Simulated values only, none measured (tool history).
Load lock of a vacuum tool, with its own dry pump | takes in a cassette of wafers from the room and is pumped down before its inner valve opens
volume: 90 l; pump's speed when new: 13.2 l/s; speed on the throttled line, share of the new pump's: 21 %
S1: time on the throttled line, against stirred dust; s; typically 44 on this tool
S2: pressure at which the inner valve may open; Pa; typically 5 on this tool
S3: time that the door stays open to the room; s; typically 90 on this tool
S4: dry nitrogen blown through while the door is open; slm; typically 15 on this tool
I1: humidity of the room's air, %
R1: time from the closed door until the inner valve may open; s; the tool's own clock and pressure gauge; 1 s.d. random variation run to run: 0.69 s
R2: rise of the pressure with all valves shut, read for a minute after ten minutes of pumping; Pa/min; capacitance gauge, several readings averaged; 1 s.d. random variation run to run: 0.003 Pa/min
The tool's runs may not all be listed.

Run 1, hour 0: usual settings; I1 45. Result: R1 108.8 s, R2 0.333 Pa/min.
Run 2, hour 236.8: usual settings; I1 47. Result: R1 109.6 s, R2 0.344 Pa/min.
Run 3, hour 529.8: usual settings; I1 47.4. Result: R1 108.7 s, R2 0.355 Pa/min.
Run 4, hour 746.2: usual settings; I1 43.4. Result: R1 108.9 s, R2 0.35 Pa/min.
Run 5, hour 1048.6: usual settings but S4 6 slm; I1 44.1. Result: R1 110.8 s, R2 0.368 Pa/min.
Run 6, hour 1529.2: usual settings but S4 35 slm; I1 45.6. Result: R1 110.4 s, R2 0.372 Pa/min.
Run 7, hour 1988.5: usual settings but S4 35 slm; I1 45.7. Result: R1 110.5 s, R2 0.384 Pa/min.
Run 8, hour 2263.4: usual settings but S4 35 slm; I1 46.4. Result: R1 111.4 s, R2 0.391 Pa/min.
Run 9, hour 2558.3: usual settings but S2 7 Pa, S4 35 slm; I1 46.1. Result: R1 107.2 s, R2 0.399 Pa/min.
Run 10, hour 2784.7: usual settings but S2 7 Pa, S4 35 slm; I1 44.4. Result: R1 108.8 s, R2 0.396 Pa/min.
Run 11, hour 3138: usual settings but S1 32 s; I1 48.3. Result: R1 104.8 s, R2 0.429 Pa/min.
Run 12, hour 3541.6: usual settings but S2 9 Pa; I1 45.8. Result: R1 106.2 s, R2 0.437 Pa/min.
Run 13, hour 3979.9: usual settings but S4 19 slm; I1 49.3. Result: R1 113 s, R2 0.453 Pa/min.
Run 14, hour 4263: usual settings; I1 42.1. Result: R1 113.8 s, R2 0.453 Pa/min.
Run 15, hour 4531.3: usual settings; I1 47.7. Result: R1 113.9 s, R2 0.487 Pa/min.
Run 16, hour 4766.6: usual settings but S1 70 s, S2 8 Pa, S3 48 s, S4 8 slm; I1 48.4. Result: R1 129.4 s, R2 0.486 Pa/min.
Run 17, hour 4967.8: usual settings but S1 70 s, S2 8 Pa, S3 48 s, S4 8 slm; I1 47.1. Result: R1 130 s, R2 0.475 Pa/min.
Run 18, hour 5284.3: usual settings but S1 30 s, S2 6 Pa, S3 29 s, S4 8 slm; I1 42.4. Result: R1 102.7 s, R2 0.499 Pa/min.
Run 19, hour 5736.3: usual settings but S4 30 slm; I1 44.7. Result: R1 115.8 s, R2 0.517 Pa/min.
Run 20, hour 6004.7: usual settings but S4 30 slm; I1 46. Result: R1 115.8 s, R2 0.519 Pa/min.
Run 21, hour 6405.1: usual settings but S1 28 s, S2 6 Pa, S3 41 s; I1 42.6. Result: R1 89.7 s, R2 0.52 Pa/min.
Run 22, hour 6681.6: usual settings but S1 28 s, S2 6 Pa, S3 41 s; I1 47.6. Result: R1 90.8 s, R2 0.547 Pa/min.
Run 23, hour 7129.4: usual settings but S1 37 s; I1 44.9. Result: R1 99.7 s, R2 0.566 Pa/min.
Run 24, hour 7490.7: usual settings but S1 55 s, S2 4 Pa; I1 45.6. Result: R1 116.4 s, R2 0.571 Pa/min.
Run 25, hour 7787.3: usual settings but S1 55 s, S2 6 Pa, S3 26 s; I1 45.8. Result: R1 112.7 s, R2 0.567 Pa/min.
Run 26, hour 8103.3: usual settings but S1 59 s, S2 6 Pa, S3 43 s; I1 44. Result: R1 118.2 s, R2 0.591 Pa/min.
Run 27, hour 8299.4: usual settings but S1 59 s, S2 6 Pa, S3 43 s; I1 45.5. Result: R1 116.9 s, R2 0.01 Pa/min.
Run 28, hour 8687.8: usual settings but S1 59 s, S2 6 Pa, S3 43 s; I1 47.6. Result: R1 118.2 s, R2 0.013 Pa/min.
Run 29, hour 8925.1: usual settings but S1 67 s, S2 8 Pa, S3 112 s; I1 46.6. Result: R1 121.2 s, R2 0.024 Pa/min.
Run 30, hour 9384.5: usual settings but S1 67 s, S2 8 Pa, S3 112 s; I1 43.1. Result: R1 122 s, R2 0.028 Pa/min.

The log once held 2 entries between its listed runs, left out of this copy. Where does each go, and what is different about the tool's unlogged condition between the listed run before it and the listed run after it?
Between runs 20 and 21: dry pump taken out, an overhauled one fitted (hour 6234.3)
  pump's speed, % of a new pump's: 82.1 -> 98; leak at the door's seal, Pa l/s: 0.7602 -> 0.7778
  difference, measured minus the result without the unlogged condition, R1: +13 -> +1.4 s; R2: +0.507 -> +0.515 Pa/min
Between runs 26 and 27: door's seal changed, seat wiped (hour 8242)
  pump's speed, % of a new pump's: 95.3 -> 94.9; leak at the door's seal, Pa l/s: 0.8727 -> 0.0035
  difference, measured minus the result without the unlogged condition, R1: +2.9 -> +2.9 s; R2: +0.579 -> +0.001 Pa/min
